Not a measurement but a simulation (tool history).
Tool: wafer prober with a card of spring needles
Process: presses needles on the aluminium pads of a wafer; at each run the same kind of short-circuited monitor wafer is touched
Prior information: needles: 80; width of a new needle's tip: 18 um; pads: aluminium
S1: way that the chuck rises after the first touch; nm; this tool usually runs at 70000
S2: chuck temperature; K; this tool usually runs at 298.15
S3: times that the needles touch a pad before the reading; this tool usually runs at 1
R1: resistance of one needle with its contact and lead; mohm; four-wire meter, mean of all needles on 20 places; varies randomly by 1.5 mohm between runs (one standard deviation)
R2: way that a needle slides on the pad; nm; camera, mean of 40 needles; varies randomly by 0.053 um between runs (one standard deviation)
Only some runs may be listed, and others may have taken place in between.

Run 1, hour 0: usual settings. Result: R1 150 mohm, R2 9460 nm.
At hour 5: tips cleaned on abrasive film.
At hour 11.4: tips cleaned on abrasive film.
Run 2, hour 11.9: usual settings. Result: R1 147 mohm, R2 9360 nm.
At hour 17.5: tips cleaned on abrasive film.
Run 3, hour 22.2: usual settings. Result: R1 146 mohm, R2 9310 nm.
At hour 24.5: tips cleaned on abrasive film.
Run 4, hour 28.7: usual settings but S1 66000 nm. Result: R1 146 mohm, R2 8910 nm.
At hour 31.4: tips cleaned on abrasive film.
At hour 37.9: tips cleaned on abrasive film.
Run 5, hour 41.9: usual settings but S3 2. Result: R1 149 mohm, R2 9370 nm.
At hour 44.2: tips cleaned on abrasive film.
At hour 50.9: tips cleaned on abrasive film.
Run 6, hour 53.2: usual settings. Result: R1 147 mohm, R2 9370 nm.
At hour 57.3: tips cleaned on abrasive film.
At hour 64: tips cleaned on abrasive film.
Run 7, hour 64: usual settings. Result: R1 149 mohm, R2 9450 nm.
At hour 70.1: tips cleaned on abrasive film.
Run 8, hour 72.6: usual settings. Result: R1 147 mohm, R2 9500 nm.
At hour 76.1: tips cleaned on abrasive film.
At hour 82.3: tips cleaned on abrasive film.
Run 9, hour 82.4: usual settings. Result: R1 145 mohm, R2 9420 nm.
At hour 89.3: tips cleaned on abrasive film.
Run 10, hour 91.9: usual settings. Result: R1 149 mohm, R2 9410 nm.
At hour 95.9: tips cleaned on abrasive film.
At hour 102.3: tips cleaned on abrasive film.
Run 11, hour 105.9: usual settings but S3 2. Result: R1 149 mohm, R2 9390 nm.
At hour 108.7: tips cleaned on abrasive film.
At hour 115.6: tips cleaned on abrasive film.
Run 12, hour 118: usual settings but S2 341.15 K, S3 2. Result: R1 156 mohm, R2 9390 nm.
At hour 122.6: tips cleaned on abrasive film.
Run 13, hour 127.8: usual settings but S2 341.15 K, S3 2. Result: R1 157 mohm, R2 9300 nm.
At hour 128.7: tips cleaned on abrasive film.
Run 14, hour 134.4: usual settings but S2 341.15 K, S3 2. Result: R1 158 mohm, R2 9340 nm.
At hour 135.6: tips cleaned on abrasive film.
At hour 141.7: tips cleaned on abrasive film.
Run 15, hour 145: usual settings. Result: R1 150 mohm, R2 9300 nm.
At hour 147.8: tips cleaned on abrasive film.
At hour 154.2: tips cleaned on abrasive film.
Run 16, hour 154.2: usual settings but S1 51000 nm, S2 351.15 K. Result: R1 162 mohm, R2 6790 nm.
At hour 160.8: tips cleaned on abrasive film.
Run 17, hour 164.3: usual settings but S1 83000 nm, S2 351.15 K, S3 3. Result: R1 154 mohm, R2 11030 nm.
At hour 167.6: tips cleaned on abrasive film.
Run 18, hour 171: usual settings but S1 83000 nm, S2 351.15 K, S3 3. Result: R1 152 mohm, R2 10960 nm.
At hour 174.6: tips cleaned on abrasive film.
At hour 180.9: tips cleaned on abrasive film.
Run 19, hour 182.7: usual settings but S1 83000 nm, S2 351.15 K, S3 3. Result: R1 156 mohm, R2 10990 nm.
At hour 187.4: tips cleaned on abrasive film.
At hour 193.6: tips cleaned on abrasive film.
Run 20, hour 197.6: usual settings but S1 83000 nm, S2 351.15 K, S3 3. Result: R1 157 mohm, R2 11120 nm.
At hour 199.6: tips cleaned on abrasive film.
At hour 206.4: tips cleaned on abrasive film.
Run 21, hour 210: usual settings but S3 2. Result: R1 150 mohm, R2 9260 nm.
At hour 212.9: tips cleaned on abrasive film.
At hour 218.9: tips cleaned on abrasive film.
Run 22, hour 223.1: usual settings. Result: R1 148 mohm, R2 9160 nm.
At hour 225: tips cleaned on abrasive film.
At hour 229.1: height of the first contact set anew.
At hour 232: tips cleaned on abrasive film.
Run 23, hour 232: usual settings. Result: R1 143 mohm, R2 9140 nm.
At hour 238: tips cleaned on abrasive film.
Run 24, hour 243.7: usual settings. Result: R1 149 mohm, R2 9230 nm.
At hour 244.5: tips cleaned on abrasive film.
At hour 250.9: tips cleaned on abrasive film.
Run 25, hour 253.8: usual settings. Result: R1 147 mohm, R2 9230 nm.
At hour 257.3: tips cleaned on abrasive film.
Run 26, hour 261: usual settings but S2 304.15 K. Result: R1 149 mohm, R2 9170 nm.
At hour 264.3: tips cleaned on abrasive film.
At hour 271.1: gauge calibrated.
At hour 271.2: tips cleaned on abrasive film.
Run 27, hour 273.7: usual settings but S1 85000 nm. Result: R1 147 mohm, R2 11400 nm.
At hour 278: tips cleaned on abrasive film.
At hour 284.1: tips cleaned on abrasive film.
Run 28, hour 284.1: usual settings but S1 56000 nm, S2 376.15 K, S3 2. Result: R1 165 mohm, R2 7580 nm.
At hour 290.2: tips cleaned on abrasive film.
Run 29, hour 293.2: usual settings but S2 338.15 K. Result: R1 153 mohm, R2 9460 nm.
At hour 296.5: tips cleaned on abrasive film.
At hour 303.7: tips cleaned on abrasive film.
Run 30, hour 304.2: usual settings but S2 307.15 K. Result: R1 149 mohm, R2 9400 nm.

5 ways to go on from here, each from the tool as it stands after run 30. What would each give?
At hour 310.5: tips cleaned on abrasive film.
Run A, hour 311.5: usual settings but S1 63000 nm, S2 327.15 K, S3 2. Result: R1 ?, R2 ?.
At hour 310.5: tips cleaned on abrasive film.
Run B, hour 311.5: usual settings but S1 56000 nm, S2 307.15 K. Result: R1 ?, R2 ?.
At hour 310.5: tips cleaned on abrasive film.
Run C, hour 311.5: usual settings but S1 86000 nm, S2 311.15 K. Result: R1 ?, R2 ?.
At hour 310.5: tips cleaned on abrasive film.
Run D, hour 311.5: usual settings but S1 52000 nm, S2 365.15 K, S3 2. Result: R1 ?, R2 ?.
At hour 310.5: tips cleaned on abrasive film.
Run E, hour 311.5: usual settings but S2 323.15 K, S3 3. Result: R1 ?, R2 ?.

run   R1     R2
  A  155   8450
  B  154   7450
  C  149  11490
  D  162   7060
  E  154   9310
The same runs, with their run-to-run variation unchanged, on a tool lacking any hidden condition would have given:
run   R1     R2
  A  155   8490
  B  154   7480
  C  149  11540
  D  162   7090
  E  154   9350
